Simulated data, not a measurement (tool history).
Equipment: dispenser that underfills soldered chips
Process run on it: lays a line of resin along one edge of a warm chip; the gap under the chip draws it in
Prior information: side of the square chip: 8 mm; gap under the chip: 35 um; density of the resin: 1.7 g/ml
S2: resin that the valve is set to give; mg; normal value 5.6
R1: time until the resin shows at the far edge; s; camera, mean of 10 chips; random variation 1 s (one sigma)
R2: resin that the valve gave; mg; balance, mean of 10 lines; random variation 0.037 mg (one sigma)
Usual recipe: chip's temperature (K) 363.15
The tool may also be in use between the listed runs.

run 1 hour=0 | chip's_temperature_(K)=363.15 S2=5.6 | R1=199 R2=5.62
-- hour=2 new syringe of resin
run 2 hour=8.6 | chip's_temperature_(K)=363.15 S2=5.6 | R1=138.3 R2=5.59
run 3 hour=14.6 | chip's_temperature_(K)=363.15 S2=5.6 | R1=176 R2=5.56
-- hour=18.9 new syringe of resin
run 4 hour=19.6 | chip's_temperature_(K)=363.15 S2=5.6 | R1=111.4 R2=5.54
run 5 hour=24.2 | chip's_temperature_(K)=363.15 S2=5.27 | R1=133.2 R2=5.18
run 6 hour=28.6 | chip's_temperature_(K)=363.15 S2=5.27 | R1=162.9 R2=5.28
-- hour=35.6 new syringe of resin
run 7 hour=37 | chip's_temperature_(K)=359.15 S2=5.27 | R1=139.2 R2=5.16
run 8 hour=45 | chip's_temperature_(K)=363.15 S2=5.6 | R1=158.5 R2=5.47
-- hour=52.2 new syringe of resin
run 9 hour=52.8 | chip's_temperature_(K)=363.15 S2=5.6 | R1=107.6 R2=5.49
run 10 hour=58.2 | chip's_temperature_(K)=362.15 S2=4.82 | R1=150.4 R2=4.65
run 11 hour=66.1 | chip's_temperature_(K)=351.15 S2=5.14 | R1=346.3 R2=4.97
-- hour=69 new syringe of resin
run 12 hour=71.8 | chip's_temperature_(K)=350.15 S2=5.73 | R1=229.7 R2=5.51
run 13 hour=79.5 | chip's_temperature_(K)=350.15 S2=7.06 | R1=309 R2=6.8
-- hour=85.7 new syringe of resin
run 14 hour=88.4 | chip's_temperature_(K)=354.15 S2=6.91 | R1=179.7 R2=6.69
run 15 hour=92.4 | chip's_temperature_(K)=369.15 S2=5.6 | R1=106 R2=5.35

5 options for the next run, each taken on its own from the tool as it stands now. Forecast them:
-- hour=94.3 dispensing valve cleaned and set on the balance
run A hour=98.4 | chip's_temperature_(K)=378.15 S2=6.34 | R1=? R2=?
-- hour=94.3 dispensing valve cleaned and set on the balance
run B hour=98.4 | chip's_temperature_(K)=363.15 S2=6.28 | R1=? R2=?
-- hour=94.3 dispensing valve cleaned and set on the balance
run C hour=98.4 | chip's_temperature_(K)=369.15 S2=5.67 | R1=? R2=?
-- hour=94.3 dispensing valve cleaned and set on the balance
run D hour=98.4 | chip's_temperature_(K)=353.15 S2=5.6 | R1=? R2=?
-- hour=94.3 dispensing valve cleaned and set on the balance
run E hour=98.4 | chip's_temperature_(K)=350.15 S2=5.17 | R1=? R2=?

run=A R1=87.6 R2=6.35
run=B R1=174 R2=6.25
run=C R1=131.5 R2=5.66
run=D R1=280.2 R2=5.59
run=E R1=331.2 R2=5.21
Without the tool's hidden state the same runs would have given:
run=A R1=50.8 R2=6.36
run=B R1=100.2 R2=6.26
run=C R1=76 R2=5.67
run=D R1=160.7 R2=5.59
run=E R1=189.3 R2=5.22
